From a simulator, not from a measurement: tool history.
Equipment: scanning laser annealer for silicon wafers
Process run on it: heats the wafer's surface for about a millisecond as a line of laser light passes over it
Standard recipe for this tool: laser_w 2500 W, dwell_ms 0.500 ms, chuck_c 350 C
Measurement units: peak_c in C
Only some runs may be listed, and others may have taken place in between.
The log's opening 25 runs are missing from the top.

Run 26, hour 600.7: usual settings but laser_w 2469 W, dwell_ms 0.419 ms, chuck_c 311 C. Result: peak_c 1003 C.
At hour 616.8: optics aligned, line set to its width.
Run 27, hour 637.8: usual settings but laser_w 2722 W. Result: peak_c 1213 C.
Run 28, hour 654.9: usual settings but laser_w 2421 W, dwell_ms 0.376 ms, chuck_c 340 C. Result: peak_c 991 C.
Run 29, hour 681.6: usual settings but dwell_ms 0.596 ms, chuck_c 364 C. Result: peak_c 1195 C.
Run 30, hour 700.1: usual settings but dwell_ms 0.596 ms, chuck_c 364 C. Result: peak_c 1191 C.
Run 31, hour 717.8: usual settings but dwell_ms 0.596 ms, chuck_c 364 C. Result: peak_c 1193 C.
Run 32, hour 751.9: usual settings but dwell_ms 0.465 ms, chuck_c 364 C. Result: peak_c 1103 C.
Run 33, hour 784.5: usual settings but dwell_ms 0.465 ms, chuck_c 364 C. Result: peak_c 1103 C.
Run 34, hour 807.4: usual settings but dwell_ms 0.465 ms, chuck_c 364 C. Result: peak_c 1102 C.
Run 35, hour 829.4: usual settings but dwell_ms 0.385 ms, chuck_c 324 C. Result: peak_c 1002 C.

What will run 36 give?
Run 36, hour 850.4: usual settings but dwell_ms 0.385 ms, chuck_c 324 C. Result: peak_c ?.

{"run 36": {"peak_c": 1003}}
On a tool with no hidden condition, and with the same random variation, this run would have come out at peak_c 1019 C.

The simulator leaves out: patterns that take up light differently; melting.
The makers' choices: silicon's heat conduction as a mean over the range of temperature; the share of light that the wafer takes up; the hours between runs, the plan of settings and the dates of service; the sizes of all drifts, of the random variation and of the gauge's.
